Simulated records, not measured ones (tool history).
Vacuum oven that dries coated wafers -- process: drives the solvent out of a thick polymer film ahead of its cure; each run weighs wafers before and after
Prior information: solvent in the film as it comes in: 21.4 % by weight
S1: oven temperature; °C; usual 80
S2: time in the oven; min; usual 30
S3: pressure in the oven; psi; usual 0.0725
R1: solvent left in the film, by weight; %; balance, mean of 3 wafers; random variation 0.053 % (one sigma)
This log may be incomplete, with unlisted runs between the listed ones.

run 1 day=0 | S1=80 S2=30 S3=0.0725 | R1=2.4
run 2 day=0.479 | S1=80 S2=30 S3=0.0643 | R1=2.27
run 3 day=1.133 | S1=80 S2=30 S3=0.0643 | R1=2.32
run 4 day=1.862 | S1=80 S2=30 S3=0.0643 | R1=2.31
run 5 day=2.746 | S1=79 S2=30 S3=0.0643 | R1=2.64
run 6 day=3.238 | S1=80 S2=30 S3=0.0796 | R1=2.35
run 7 day=3.825 | S1=84 S2=30 S3=0.0725 | R1=1.43
run 8 day=4.596 | S1=84 S2=32 S3=0.0725 | R1=1.25
run 9 day=5.454 | S1=84 S2=32 S3=0.0725 | R1=1.28
run 10 day=6.375 | S1=84 S2=32 S3=0.0725 | R1=1.37
run 11 day=7.329 | S1=84 S2=32 S3=0.0725 | R1=1.22
run 12 day=8.3 | S1=80 S2=30 S3=0.1223 | R1=2.56
run 13 day=8.883 | S1=80 S2=30 S3=0.1223 | R1=2.54
run 14 day=9.933 | S1=80 S2=30 S3=0.1223 | R1=2.56
run 15 day=10.704 | S1=80 S2=30 S3=0.1223 | R1=2.55
run 16 day=11.658 | S1=80 S2=46 S3=0.0725 | R1=0.95
run 17 day=12.675 | S1=81 S2=35 S3=0.0725 | R1=1.7
run 18 day=13.146 | S1=81 S2=35 S3=0.0725 | R1=1.59
run 19 day=14.125 | S1=94 S2=53 S3=0.0773 | R1=0.19
run 20 day=14.679 | S1=94 S2=53 S3=0.0773 | R1=0.09
run 21 day=15.558 | S1=94 S2=53 S3=0.0773 | R1=0.13
run 22 day=16.583 | S1=66 S2=30 S3=0.2677 | R1=8.66
run 23 day=17.188 | S1=72 S2=32 S3=0.0827 | R1=4.97
run 24 day=17.792 | S1=88 S2=19 S3=0.0458 | R1=2.38
run 25 day=18.383 | S1=80 S2=18 S3=0.1864 | R1=5.55
run 26 day=19.158 | S1=80 S2=18 S3=0.1864 | R1=5.53
run 27 day=19.971 | S1=95 S2=19 S3=0.0725 | R1=1.03
run 28 day=20.658 | S1=73 S2=28 S3=0.0515 | R1=5.39
run 29 day=21.267 | S1=88 S2=28 S3=0.0524 | R1=0.96
run 30 day=21.854 | S1=88 S2=48 S3=0.0387 | R1=0.17
run 31 day=22.738 | S1=88 S2=48 S3=0.0387 | R1=0.21

Here are 4 independent what-if runs from the current tool condition. What would each one return?
run A day=23.221 | S1=73 S2=30 S3=0.0725 | R1=?
run B day=23.221 | S1=80 S2=38 S3=0.2563 | R1=?
run C day=23.221 | S1=91 S2=19 S3=0.1112 | R1=?
run D day=23.221 | S1=89 S2=33 S3=0.1404 | R1=?

run=A R1=5.08
run=B R1=2.21
run=C R1=1.74
run=D R1=0.77
Without the tool's hidden state the same runs would have given:
run=A R1=3.88
run=B R1=1.55
run=C R1=1.13
run=D R1=0.5
